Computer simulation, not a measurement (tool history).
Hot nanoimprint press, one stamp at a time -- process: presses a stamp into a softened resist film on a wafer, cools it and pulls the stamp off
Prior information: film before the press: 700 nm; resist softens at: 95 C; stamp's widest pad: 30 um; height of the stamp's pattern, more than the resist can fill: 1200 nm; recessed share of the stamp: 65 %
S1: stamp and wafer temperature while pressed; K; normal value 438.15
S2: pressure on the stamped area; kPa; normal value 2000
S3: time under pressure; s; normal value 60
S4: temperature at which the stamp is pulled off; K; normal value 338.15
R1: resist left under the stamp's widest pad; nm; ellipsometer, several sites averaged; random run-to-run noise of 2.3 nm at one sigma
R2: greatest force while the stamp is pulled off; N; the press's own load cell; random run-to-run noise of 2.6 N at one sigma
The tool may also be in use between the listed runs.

| run | hour | S1 | S2 | S3 | S4 | R1 | R2 |
|---|---|---|---|---|---|---|---|
| 1 | 0 | 438.15 | 2000 | 60 | 338.15 | 380.8 | 130 |
| 2 | 5.6 | 438.15 | 2000 | 60 | 338.15 | 382.1 | 134 |
| 3 | 17.5 | 438.15 | 2000 | 60 | 338.15 | 383.5 | 133 |
| 4 | 25.5 | 438.15 | 1220 | 60 | 338.15 | 454.7 | 135 |
| 5 | 35.4 | 438.15 | 1220 | 60 | 338.15 | 456 | 136 |
| 6 | 43.9 | 438.15 | 2000 | 60 | 338.15 | 378.9 | 132 |
| 7 | 53.3 | 438.15 | 2000 | 60 | 338.15 | 382.3 | 138 |
| 8 | 63.7 | 445.15 | 2000 | 60 | 338.15 | 272.5 | 138 |
| 9 | 75.7 | 438.15 | 2000 | 60 | 338.15 | 379.1 | 134 |
| 10 | 82.8 | 438.15 | 2000 | 60 | 338.15 | 378.1 | 138 |
|  | 86.9 | plate thermocouple calibrated |
| 11 | 94.8 | 438.15 | 2000 | 60 | 340.15 | 373.3 | 134 |
| 12 | 100.4 | 438.15 | 2000 | 60 | 340.15 | 377 | 137 |
| 13 | 109.6 | 438.15 | 2000 | 60 | 340.15 | 376.9 | 132 |
| 14 | 121.4 | 438.15 | 2000 | 60 | 340.15 | 377.2 | 138 |
| 15 | 129 | 438.15 | 2000 | 60 | 340.15 | 379 | 133 |
| 16 | 136.2 | 438.15 | 2000 | 60 | 340.15 | 375.1 | 135 |
|  | 146.4 | plate thermocouple calibrated, once more |
| 17 | 150.5 | 438.15 | 2000 | 60 | 340.15 | 383.3 | 134 |
| 18 | 159.4 | 438.15 | 2000 | 60 | 340.15 | 380.8 | 136 |
| 19 | 165.6 | 438.15 | 2000 | 60 | 340.15 | 382.3 | 141 |
| 20 | 177.5 | 436.15 | 1690 | 60 | 338.15 | 441.8 | 145 |
| 21 | 186.1 | 436.15 | 1690 | 60 | 338.15 | 443.6 | 141 |
| 22 | 193.1 | 434.15 | 1490 | 60 | 343.15 | 496.2 | 128 |
| 23 | 202.5 | 434.15 | 1520 | 60 | 344.15 | 493.4 | 133 |
| 24 | 213.7 | 434.15 | 1520 | 60 | 344.15 | 499.8 | 133 |
| 25 | 221.6 | 434.15 | 1520 | 60 | 344.15 | 489.2 | 129 |
| 26 | 231.6 | 434.15 | 1520 | 60 | 344.15 | 491.4 | 131 |
| 27 | 242.5 | 434.15 | 1520 | 60 | 344.15 | 485.1 | 131 |

Run 28 comes next. What will it give?
| 28 | 252.6 | 438.15 | 2000 | 48 | 333.15 | ? | ? |

Run 28 gave R1 405.2 nm, R2 160 N.
Were there no unlogged condition in the tool, this run, its random variation unchanged, would have produced R1 407.4 nm, R2 130 N.
